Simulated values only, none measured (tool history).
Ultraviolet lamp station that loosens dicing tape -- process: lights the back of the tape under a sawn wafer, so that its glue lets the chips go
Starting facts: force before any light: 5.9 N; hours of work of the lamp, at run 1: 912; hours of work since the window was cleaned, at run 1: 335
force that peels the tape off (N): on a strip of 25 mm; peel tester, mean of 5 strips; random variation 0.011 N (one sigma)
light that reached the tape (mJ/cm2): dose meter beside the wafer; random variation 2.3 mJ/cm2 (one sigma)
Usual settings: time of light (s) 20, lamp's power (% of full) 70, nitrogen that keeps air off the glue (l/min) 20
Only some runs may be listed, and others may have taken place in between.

| run | hour | time of light (s) | lamp's power (% of full) | nitrogen that keeps air off the glue (l/min) | hours of work of the lamp | hours of work since the window was cleaned | force that peels the tape off (N) | light that reached the tape (mJ/cm2) |
|---|---|---|---|---|---|---|---|---|
| 1 | 0 | 20 | 70 | 20 | 912 | 335 | 1.031 | 167 |
| 2 | 30 | 20 | 70 | 20 | 928 | 351 | 1.05 | 161 |
| 3 | 58.9 | 20 | 70 | 20 | 944 | 367 | 1.056 | 163 |
| 4 | 104.1 | 20 | 81 | 20 | 968 | 391 | 0.839 | 183 |
| 5 | 130.6 | 20 | 81 | 20 | 982 | 406 | 0.838 | 185 |
| 6 | 184.1 | 20 | 81 | 20 | 1011 | 435 | 0.823 | 179 |
| 7 | 221.1 | 20 | 81 | 20 | 1031 | 455 | 0.897 | 181 |
| 8 | 284.3 | 20 | 81 | 20 | 1066 | 489 | 0.935 | 177 |
| 9 | 325.3 | 20 | 81 | 20 | 1088 | 511 | 0.942 | 174 |
| 10 | 372.5 | 20 | 70 | 20 | 1114 | 537 | 1.223 | 147 |
| 11 | 406.3 | 20 | 70 | 20 | 1132 | 555 | 1.257 | 144 |
| 12 | 450.8 | 12 | 70 | 9 | 1156 | 580 | 2.935 | 87 |
| 13 | 486.7 | 26 | 70 | 20 | 1176 | 599 | 0.824 | 184 |
| 14 | 519.2 | 26 | 70 | 20 | 1193 | 617 | 0.854 | 183 |
| 15 | 559.2 | 13 | 89 | 10 | 1215 | 638 | 2.204 | 115 |
|  | 609.8 | window cleaned of glue's vapour |
| 16 | 611.6 | 25 | 70 | 11 | 1243 | 1 | 1.243 | 181 |
| 17 | 656.2 | 25 | 70 | 11 | 1267 | 25 | 1.284 | 180 |
| 18 | 686.7 | 27 | 95 | 26 | 1284 | 42 | 0.34 | 264 |
| 19 | 735.5 | 27 | 95 | 26 | 1310 | 68 | 0.373 | 261 |
| 20 | 786.2 | 20 | 73 | 20 | 1338 | 96 | 1.224 | 147 |
| 21 | 836.1 | 20 | 67 | 20 | 1365 | 123 | 1.457 | 129 |

3 ways to go on from here, each from the tool as it stands after run 21. What would each give?
| A | 877.2 | 29 | 67 | 20 | 1387 | 145 | ? | ? |
| B | 877.2 | 10 | 81 | 17 | 1387 | 145 | ? | ? |
| C | 877.2 | 20 | 74 | 20 | 1387 | 145 | ? | ? |

| run | force that peels the tape off (N) | light that reached the tape (mJ/cm2) |
|---|---|---|
| A | 0.831 | 187 |
| B | 2.668 | 79 |
| C | 1.309 | 143 |
Without the tool's hidden state the same runs would have given:
| run | force that peels the tape off (N) | light that reached the tape (mJ/cm2) |
|---|---|---|
| A | 0.255 | 338 |
| B | 1.428 | 142 |
| C | 0.449 | 258 |
